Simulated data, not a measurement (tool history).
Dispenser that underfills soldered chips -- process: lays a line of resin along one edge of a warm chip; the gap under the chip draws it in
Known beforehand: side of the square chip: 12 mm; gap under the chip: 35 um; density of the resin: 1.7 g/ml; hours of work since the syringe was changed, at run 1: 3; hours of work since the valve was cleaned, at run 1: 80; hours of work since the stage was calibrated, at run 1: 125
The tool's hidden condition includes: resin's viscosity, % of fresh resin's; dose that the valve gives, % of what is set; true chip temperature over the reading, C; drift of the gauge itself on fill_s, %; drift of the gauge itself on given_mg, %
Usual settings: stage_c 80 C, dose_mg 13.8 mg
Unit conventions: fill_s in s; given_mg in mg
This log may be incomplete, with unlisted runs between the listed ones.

run   hour  stage_c  dose_mg  hours of work since the syringe was changed  hours of work since the valve was cleaned  hours of work since the stage was calibrated  fill_s  given_mg
  1      0       80     13.8                                            3                                         80                                           125    90.8     13.37
  2    3.9       80     13.8                                            5                                         83                                           127   108.6      13.4
       8.6  -- new syringe of resin
  3    9.8       80     13.8                                            1                                         86                                           131    81.1      13.4
  4   14.7       80     12.7                                            4                                         89                                           134   100.8     12.27
  5   17.9       80     14.6                                            6                                         92                                           136   113.5     14.04
  6   20.6       91     13.8                                            8                                         93                                           138    92.2     13.29
      21.8  -- new syringe of resin
  7   23.6       91     13.8                                            1                                         95                                           140    58.8     13.26
  8   29.1       91     13.8                                            5                                         99                                           143    73.8     13.24
  9   33.1       91     13.8                                            8                                        101                                           146    89.4     13.25
      34.6  -- new syringe of resin
 10   39.1       80     13.8                                            3                                        105                                           150    92.2     13.34
 11   42.1       80     14.8                                            5                                        107                                           152   102.7     14.19
 12   46.5       80     14.8                                            8                                        110                                           155   126.2     14.12
      47.5  -- new syringe of resin
 13   50.8       80     14.8                                            2                                        113                                           157    84.7     14.26
 14     55       74     13.8                                            5                                        116                                           160   125.6     13.15
      60.3  -- new syringe of resin
 15   60.9       80     13.8                                            0                                        119                                           164    75.3      13.2
 16   67.3       80     13.8                                            5                                        123                                           168   102.8     13.04
        73  -- new syringe of resin
 17   73.6       80     13.8                                            0                                        127                                           172    75.4     13.11
 18   76.7       80     13.8                                            2                                        129                                           174    84.7     13.11
 19   82.8       95     11.8                                            6                                        134                                           178    76.4     11.23
      85.5  -- dispensing valve cleaned and set on the balance
      86.6  -- new syringe of resin
 20     89       95     15.8                                            2                                          2                                           181    51.6     15.71
 21   92.5       94     13.8                                            4                                          4                                           184    63.5     13.74
 22   98.4       88     16.6                                            8                                          8                                           188    96.5     16.58
      99.6  -- new syringe of resin
 23  101.4       83     13.1                                            1                                         10                                           189    72.2     13.04
 24  107.5       83     13.1                                            5                                         14                                           193    97.4     12.91
     112.3  -- new syringe of resin
 25  112.3       75     12.3                                            0                                         17                                           196    88.6     12.27
 26  115.4       80     12.1                                            2                                         19                                           198    84.1     11.91
 27  120.5       80     12.1                                            5                                         22                                           202   109.9     12.01
     125.2  -- new syringe of resin
 28  127.1       80     14.7                                            1                                         27                                           206    77.5     14.57
 29  132.7       80     14.7                                            5                                         30                                           210   100.7     14.57
 30  135.9       80     14.7                                            7                                         32                                           212   115.8     14.54
     137.8  -- new syringe of resin
 31  141.5       70     16.2                                            2                                         36                                           215   117.4      15.9
 32  147.6       84     17.8                                            6                                         40                                           219    96.9     17.45
     150.5  -- new syringe of resin
 33  150.5       84     17.8                                            0                                         42                                           221    63.8     17.44
 34    155       91     17.8                                            3                                         45                                           224    62.7     17.47
 35    161       91     17.8                                            7                                         49                                           228    84.8     17.45
     163.4  -- new syringe of resin
 36  164.4       91     17.8                                            1                                         51                                           230    54.1      17.5

Entry by entry between the runs, the difference in hidden state between the last listed run before and the first listed run after:
Runs 2 to 3: new syringe of resin (hour 8.6)
  resin's viscosity, % of fresh resin's: 145.1 -> 105.9; dose that the valve gives, % of what is set: 96.82 -> 96.67; true chip temperature over the reading, C: 0.91 -> 0.93
  what was measured, less what the result would be without the hidden state, fill_s: +31.8 -> +2.6 s; given_mg: -0.44 -> -0.46 mg
Runs 6 to 7: new syringe of resin (hour 21.8)
  resin's viscosity, % of fresh resin's: 174.8 -> 107.6; dose that the valve gives, % of what is set: 96.41 -> 96.34; true chip temperature over the reading, C: 0.97 -> 0.98
  what was measured, less what the result would be without the hidden state, fill_s: +38.2 -> +2.8 s; given_mg: -0.5 -> -0.5 mg
Runs 9 to 10: new syringe of resin (hour 34.6)
  resin's viscosity, % of fresh resin's: 167.1 -> 122.6; dose that the valve gives, % of what is set: 96.12 -> 95.99; true chip temperature over the reading, C: 1.01 -> 1.03
  what was measured, less what the result would be without the hidden state, fill_s: +34.4 -> +15 s; given_mg: -0.53 -> -0.55 mg
Runs 12 to 13: new syringe of resin (hour 47.5)
  resin's viscosity, % of fresh resin's: 172.7 -> 115.5; dose that the valve gives, % of what is set: 95.82 -> 95.74; true chip temperature over the reading, C: 1.06 -> 1.07
  what was measured, less what the result would be without the hidden state, fill_s: +50.7 -> +9.1 s; given_mg: -0.62 -> -0.63 mg
Runs 14 to 15: new syringe of resin (hour 60.3)
  resin's viscosity, % of fresh resin's: 139.9 -> 102.1; dose that the valve gives, % of what is set: 95.64 -> 95.5; true chip temperature over the reading, C: 1.09 -> 1.11
  what was measured, less what the result would be without the hidden state, fill_s: +33.3 -> -0.7 s; given_mg: -0.61 -> -0.62 mg
Runs 16 to 17: new syringe of resin (hour 73)
  resin's viscosity, % of fresh resin's: 137 -> 102; dose that the valve gives, % of what is set: 95.35 -> 95.22; true chip temperature over the reading, C: 1.14 -> 1.16
  what was measured, less what the result would be without the hidden state, fill_s: +25.5 -> -0.8 s; given_mg: -0.64 -> -0.66 mg
Runs 19 to 20: dispensing valve cleaned and set on the balance (hour 85.5); new syringe of resin (hour 86.6)
  resin's viscosity, % of fresh resin's: 156.4 -> 111.5; dose that the valve gives, % of what is set: 95 -> 99.69; true chip temperature over the reading, C: 1.19 -> 1.21
  what was measured, less what the result would be without the hidden state, fill_s: +26.6 -> +3.7 s; given_mg: -0.59 -> -0.04 mg
Runs 22 to 23: new syringe of resin (hour 99.6)
  resin's viscosity, % of fresh resin's: 172.6 -> 108.4; dose that the valve gives, % of what is set: 99.46 -> 99.4; true chip temperature over the reading, C: 1.24 -> 1.25
  what was measured, less what the result would be without the hidden state, fill_s: +38.7 -> +3 s; given_mg: -0.09 -> -0.08 mg
Runs 24 to 25: new syringe of resin (hour 112.3)
  resin's viscosity, % of fresh resin's: 143.8 -> 100; dose that the valve gives, % of what is set: 99.26 -> 99.16; true chip temperature over the reading, C: 1.27 -> 1.29
  what was measured, less what the result would be without the hidden state, fill_s: +26.9 -> -3.6 s; given_mg: -0.1 -> -0.1 mg
Runs 27 to 28: new syringe of resin (hour 125.2)
  resin's viscosity, % of fresh resin's: 145.5 -> 107.6; dose that the valve gives, % of what is set: 98.98 -> 98.84; true chip temperature over the reading, C: 1.32 -> 1.34
  what was measured, less what the result would be without the hidden state, fill_s: +31.2 -> +2.4 s; given_mg: -0.13 -> -0.17 mg
Runs 30 to 31: new syringe of resin (hour 137.8)
  resin's viscosity, % of fresh resin's: 162 -> 117.8; dose that the valve gives, % of what is set: 98.64 -> 98.52; true chip temperature over the reading, C: 1.37 -> 1.39
  what was measured, less what the result would be without the hidden state, fill_s: +41.1 -> +13.1 s; given_mg: -0.2 -> -0.24 mg
Runs 32 to 33: new syringe of resin (hour 150.5)
  resin's viscosity, % of fresh resin's: 155.8 -> 99.3; dose that the valve gives, % of what is set: 98.39 -> 98.33; true chip temperature over the reading, C: 1.41 -> 1.42
  what was measured, less what the result would be without the hidden state, fill_s: +31.9 -> -3.3 s; given_mg: -0.29 -> -0.29 mg
Runs 35 to 36: new syringe of resin (hour 163.4)
  resin's viscosity, % of fresh resin's: 161.5 -> 104.2; dose that the valve gives, % of what is set: 98.09 -> 98.01; true chip temperature over the reading, C: 1.46 -> 1.47
  what was measured, less what the result would be without the hidden state, fill_s: +29.9 -> -0.1 s; given_mg: -0.34 -> -0.35 mg

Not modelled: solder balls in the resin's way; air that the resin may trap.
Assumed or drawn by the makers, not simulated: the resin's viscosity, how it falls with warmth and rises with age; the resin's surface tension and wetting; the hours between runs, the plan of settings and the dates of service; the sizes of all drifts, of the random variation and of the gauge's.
